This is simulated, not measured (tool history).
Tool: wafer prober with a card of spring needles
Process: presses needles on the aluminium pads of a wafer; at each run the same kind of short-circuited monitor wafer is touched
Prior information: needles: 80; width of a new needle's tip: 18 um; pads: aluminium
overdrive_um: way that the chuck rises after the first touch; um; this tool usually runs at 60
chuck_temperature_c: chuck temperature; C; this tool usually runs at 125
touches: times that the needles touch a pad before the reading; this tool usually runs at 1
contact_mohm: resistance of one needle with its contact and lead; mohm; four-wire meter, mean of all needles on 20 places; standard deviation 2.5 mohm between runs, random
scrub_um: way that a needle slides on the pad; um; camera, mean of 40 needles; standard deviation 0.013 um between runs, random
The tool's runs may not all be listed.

| run | day | overdrive_um | chuck_temperature_c | touches | contact_mohm | scrub_um |
|---|---|---|---|---|---|---|
| 1 | 0.000 | 60 | 125 | 1 | 285 | 15.60 |
|  | 0.158 | tips cleaned on abrasive film |
| 2 | 0.383 | 60 | 125 | 1 | 290 | 15.59 |
| 3 | 0.758 | 60 | 125 | 3 | 291 | 15.59 |
| 4 | 1.033 | 55 | 125 | 1 | 292 | 14.29 |
| 5 | 1.362 | 60 | 48 | 1 | 268 | 15.60 |
| 6 | 1.692 | 60 | 48 | 1 | 270 | 15.54 |
| 7 | 1.996 | 60 | 48 | 1 | 264 | 15.53 |
|  | 2.079 | tips cleaned on abrasive film |
| 8 | 2.304 | 60 | 119 | 1 | 287 | 15.54 |
| 9 | 2.608 | 60 | 119 | 1 | 284 | 15.52 |
| 10 | 2.912 | 60 | 119 | 1 | 287 | 15.50 |
| 11 | 3.104 | 60 | 119 | 1 | 286 | 15.52 |
| 12 | 3.375 | 60 | 41 | 1 | 272 | 15.49 |
| 13 | 3.588 | 60 | 125 | 1 | 287 | 15.51 |
| 14 | 3.904 | 60 | 26 | 1 | 264 | 15.49 |
|  | 4.008 | tips cleaned on abrasive film |
| 15 | 4.267 | 60 | 26 | 1 | 262 | 15.47 |
| 16 | 4.617 | 60 | 26 | 1 | 264 | 15.45 |
| 17 | 4.958 | 60 | 26 | 1 | 259 | 15.44 |
|  | 5.192 | gauge calibrated |
| 18 | 5.217 | 60 | 125 | 1 | 288 | 15.61 |
| 19 | 5.512 | 46 | 85 | 2 | 287 | 11.96 |
| 20 | 5.875 | 73 | 123 | 2 | 285 | 18.99 |
|  | 5.962 | tips cleaned on abrasive film |
| 21 | 6.179 | 61 | 93 | 2 | 277 | 15.85 |
| 22 | 6.488 | 61 | 93 | 2 | 280 | 15.83 |
| 23 | 6.825 | 66 | 38 | 1 | 265 | 17.14 |
| 24 | 6.988 | 60 | 75 | 1 | 274 | 15.56 |
| 25 | 7.196 | 60 | 75 | 1 | 271 | 15.54 |
| 26 | 7.396 | 43 | 78 | 1 | 284 | 11.11 |
| 27 | 7.742 | 43 | 78 | 1 | 280 | 11.13 |
|  | 7.879 | tips cleaned on abrasive film |
| 28 | 8.012 | 60 | 99 | 1 | 276 | 15.53 |
| 29 | 8.404 | 68 | 28 | 2 | 263 | 17.60 |
| 30 | 8.688 | 65 | 90 | 1 | 277 | 16.79 |
| 31 | 8.879 | 56 | 40 | 2 | 270 | 14.45 |
| 32 | 9.092 | 56 | 40 | 2 | 266 | 14.47 |
| 33 | 9.262 | 56 | 40 | 2 | 267 | 14.44 |
| 34 | 9.488 | 57 | 98 | 1 | 276 | 14.69 |
|  | 9.829 | tips cleaned on abrasive film |
| 35 | 9.867 | 41 | 125 | 1 | 295 | 10.58 |
| 36 | 10.154 | 41 | 125 | 1 | 299 | 10.56 |

3 options for the next run, each taken on its own from the tool as it stands now. Forecast them:
| A | 10.408 | 41 | 112 | 1 | ? | ? |
| B | 10.408 | 56 | 34 | 1 | ? | ? |
| C | 10.408 | 41 | 75 | 1 | ? | ? |

| run | contact_mohm | scrub_um |
|---|---|---|
| A | 289 | 10.55 |
| B | 265 | 14.40 |
| C | 278 | 10.53 |
Stripped of hidden state, with their random variation kept, the same runs would have yielded:
| run | contact_mohm | scrub_um |
|---|---|---|
| A | 288 | 10.68 |
| B | 264 | 14.57 |
| C | 277 | 10.66 |
